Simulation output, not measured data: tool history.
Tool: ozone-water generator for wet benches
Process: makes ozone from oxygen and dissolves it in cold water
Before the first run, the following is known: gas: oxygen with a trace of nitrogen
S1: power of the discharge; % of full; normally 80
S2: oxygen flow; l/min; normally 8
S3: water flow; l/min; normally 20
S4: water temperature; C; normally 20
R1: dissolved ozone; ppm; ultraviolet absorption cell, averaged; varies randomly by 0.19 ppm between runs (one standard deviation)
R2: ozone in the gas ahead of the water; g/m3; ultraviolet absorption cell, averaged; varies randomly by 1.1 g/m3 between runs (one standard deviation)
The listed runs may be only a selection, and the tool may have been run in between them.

| run | hour | S1 | S2 | S3 | S4 | R1 | R2 |
|---|---|---|---|---|---|---|---|
| 1 | 0 | 80 | 8 | 20 | 20 | 24.7 | 199.2 |
| 2 | 70.7 | 80 | 8 | 20 | 20 | 24.7 | 200.8 |
| 3 | 127.8 | 80 | 8 | 20 | 20 | 25 | 199 |
| 4 | 192.2 | 80 | 8 | 20 | 20 | 24.5 | 198.5 |
| 5 | 256 | 80 | 8 | 20 | 20 | 24.8 | 198.8 |
| 6 | 354.2 | 80 | 8 | 20 | 20 | 24.1 | 197.9 |
| 7 | 467.9 | 80 | 8 | 27 | 20 | 19.6 | 197.2 |
| 8 | 578.4 | 80 | 8 | 27 | 20 | 19.5 | 198 |
| 9 | 634.1 | 80 | 8 | 20 | 17 | 25.5 | 196.7 |
| 10 | 749 | 45 | 8 | 20 | 20 | 15.9 | 128.2 |
| 11 | 803 | 80 | 8 | 22 | 20 | 23 | 197.8 |
| 12 | 895.8 | 45 | 8 | 20 | 20 | 15.8 | 129.5 |
| 13 | 943.7 | 45 | 8 | 20 | 20 | 15.7 | 128.9 |
| 14 | 1047.5 | 45 | 8 | 20 | 20 | 15.8 | 129 |
| 15 | 1127 | 45 | 8 | 20 | 20 | 15.9 | 128.8 |
| 16 | 1201.8 | 45 | 8 | 20 | 20 | 15.7 | 128.3 |
| 17 | 1260.9 | 80 | 8 | 20 | 20 | 23.8 | 194.6 |
| 18 | 1333.7 | 80 | 8 | 20 | 16 | 25.4 | 195.3 |
| 19 | 1394.2 | 80 | 8 | 20 | 16 | 25.8 | 194.3 |
| 20 | 1487.2 | 62 | 11.03 | 21 | 13 | 20.4 | 131.6 |
| 21 | 1562.4 | 62 | 11.03 | 21 | 13 | 20.4 | 132.2 |
| 22 | 1656.5 | 95 | 8 | 20 | 20 | 27.1 | 218.8 |
|  | 1665.8 | water thermometer calibrated |
| 23 | 1719.2 | 95 | 5.1 | 26 | 20 | 23.1 | 289.8 |
| 24 | 1837.5 | 95 | 4.04 | 26 | 20 | 22.8 | 335.8 |
| 25 | 1933 | 49 | 5.07 | 21 | 13 | 18.6 | 178.2 |
| 26 | 1998.5 | 80 | 5.07 | 18 | 13 | 30 | 257.9 |
| 27 | 2095.9 | 86 | 10.54 | 20 | 13 | 26.8 | 170.7 |
| 28 | 2211.4 | 86 | 10.54 | 20 | 13 | 26.7 | 170.8 |
| 29 | 2266.1 | 86 | 10.54 | 20 | 13 | 26.8 | 171.9 |
|  | 2284.1 | water thermometer calibrated, once more |
| 30 | 2379.1 | 86 | 4.31 | 20 | 13 | 28.7 | 300 |
| 31 | 2482.3 | 80 | 8 | 12 | 20 | 31.7 | 192 |
| 32 | 2546.8 | 80 | 8 | 12 | 20 | 31.6 | 193 |
| 33 | 2616.6 | 80 | 8 | 31 | 20 | 16.7 | 191.1 |

Alternative continuations, all from the tool just after run 33; predict every row:
| A | 2701.4 | 80 | 9.65 | 31 | 15 | ? | ? |
| B | 2701.4 | 80 | 6.08 | 31 | 20 | ? | ? |
| C | 2701.4 | 45 | 5.7 | 31 | 21 | ? | ? |
| D | 2701.4 | 80 | 8 | 20 | 20 | ? | ? |

| run | R1 | R2 |
|---|---|---|
| A | 17.9 | 170.1 |
| B | 17.1 | 228.3 |
| C | 11.3 | 155.5 |
| D | 23.5 | 190.7 |
Had the tool no hidden state, the same runs would have come out as:
| run | R1 | R2 |
|---|---|---|
| A | 20.3 | 180.8 |
| B | 19.4 | 242.7 |
| C | 12.5 | 161.5 |
| D | 26.5 | 202.7 |
